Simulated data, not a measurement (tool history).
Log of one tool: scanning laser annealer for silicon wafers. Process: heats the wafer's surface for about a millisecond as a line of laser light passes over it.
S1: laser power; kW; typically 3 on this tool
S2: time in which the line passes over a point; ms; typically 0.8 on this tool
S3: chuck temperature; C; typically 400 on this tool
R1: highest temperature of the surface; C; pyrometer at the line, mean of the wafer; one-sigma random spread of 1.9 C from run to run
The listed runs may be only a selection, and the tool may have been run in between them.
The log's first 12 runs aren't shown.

| run | hour | S1 | S2 | S3 | R1 |
|---|---|---|---|---|---|
| 13 | 219.3 | 2.786 | 0.95 | 367 | 1160 |
| 14 | 235.4 | 2.786 | 0.95 | 367 | 1163 |
| 15 | 253.3 | 3 | 0.584 | 400 | 1079 |
| 16 | 267 | 3 | 0.584 | 400 | 1077 |
| 17 | 290.7 | 3 | 0.584 | 400 | 1075 |
| 18 | 317.3 | 3 | 0.584 | 400 | 1079 |
| 19 | 338.4 | 3 | 0.584 | 400 | 1081 |
| 20 | 360.5 | 3.002 | 0.826 | 400 | 1206 |
| 21 | 383 | 3.002 | 0.826 | 400 | 1203 |
| 22 | 401.5 | 3 | 0.606 | 400 | 1090 |
| 23 | 413 | 2.664 | 0.606 | 383 | 987 |
| 24 | 431.9 | 2.664 | 0.606 | 383 | 988 |
| 25 | 450.1 | 2.664 | 0.606 | 383 | 989 |
| 26 | 473.3 | 2.976 | 0.608 | 383 | 1069 |
| 27 | 485.9 | 2.976 | 0.608 | 383 | 1067 |
| 28 | 510.3 | 3.058 | 0.8 | 375 | 1186 |
| 29 | 521.2 | 3.171 | 0.8 | 368 | 1207 |
| 30 | 545.6 | 3.171 | 0.8 | 368 | 1209 |
| 31 | 564.6 | 3 | 0.95 | 362 | 1225 |

Here are 5 independent what-if runs from the current tool condition. What would each one return?
| A | 579 | 2.943 | 0.615 | 394 | ? |
| B | 579 | 3.255 | 0.641 | 387 | ? |
| C | 579 | 2.937 | 0.572 | 439 | ? |
| D | 579 | 3.146 | 0.775 | 362 | ? |
| E | 579 | 2.962 | 0.893 | 400 | ? |

| run | R1 |
|---|---|
| A | 1074 |
| B | 1166 |
| C | 1095 |
| D | 1181 |
| E | 1223 |
What these runs would have given with no unlogged condition in the tool:
| run | R1 |
|---|---|
| A | 1075 |
| B | 1166 |
| C | 1096 |
| D | 1181 |
| E | 1224 |
